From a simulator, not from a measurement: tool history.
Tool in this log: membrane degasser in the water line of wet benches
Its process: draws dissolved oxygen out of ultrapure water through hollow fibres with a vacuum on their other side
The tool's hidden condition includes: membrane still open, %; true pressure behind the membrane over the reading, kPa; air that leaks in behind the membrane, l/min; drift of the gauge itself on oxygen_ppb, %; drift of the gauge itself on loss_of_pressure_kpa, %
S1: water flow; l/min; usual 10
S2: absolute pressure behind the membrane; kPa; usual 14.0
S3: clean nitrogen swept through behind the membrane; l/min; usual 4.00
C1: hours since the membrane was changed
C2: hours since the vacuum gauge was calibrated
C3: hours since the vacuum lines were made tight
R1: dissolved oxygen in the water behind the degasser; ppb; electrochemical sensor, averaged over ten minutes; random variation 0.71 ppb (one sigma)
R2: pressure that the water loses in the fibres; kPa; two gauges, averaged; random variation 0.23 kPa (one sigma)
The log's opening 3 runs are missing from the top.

run	hour	S1	S2	S3	C1	C2	C3	R1	R2
4	158.3	10	14.0	4.00	2799	1102	8957	74.8	58.64
5	216.5	10	14.0	4.00	2857	1160	9016	74.0	58.70
6	265.1	7	14.0	4.00	2906	1209	9064	52.7	41.25
7	326.6	10	14.0	4.00	2968	1271	9126	74.8	58.70
8	357.8	10	14.0	5.39	2999	1302	9157	56.8	58.67
9	419.8	10	14.0	5.39	3061	1364	9219	57.3	58.80
10	456.7	10	14.0	4.00	3098	1401	9256	74.2	58.99
11	514.6	10	14.0	4.00	3156	1459	9314	74.0	59.20
12	549.0	10	14.0	4.00	3190	1493	9348	75.4	58.64
13	615.1	10	21.5	4.00	3256	1559	9414	124.7	59.28
14	684.9	10	21.5	4.00	3326	1629	9484	124.2	58.98
15	755.4	10	21.5	4.00	3396	1699	9555	124.3	58.99
16	823.0	10	13.2	4.00	3464	1767	9622	71.2	59.38
17	884.3	10	14.0	11.76	3525	1828	9683	27.4	58.93
18	952.0	10	9.6	4.70	3593	1896	9751	39.8	58.52
19	996.2	10	14.0	5.60	3637	1940	9795	54.2	58.67
20	1038.4	13	9.6	4.00	3679	1982	9838	65.8	76.44
21	1084.3	9	14.0	2.29	3725	2028	9883	114.4	52.91

Forecast run 22:
22	1124.8	9	14.0	8.98	3766	2069	9924	?	?

R1: 31.7 ppb
R2: 53.06 kPa
The same run, on a tool lacking any hidden state, would have yielded R1 28.1 ppb, R2 52.30 kPa.
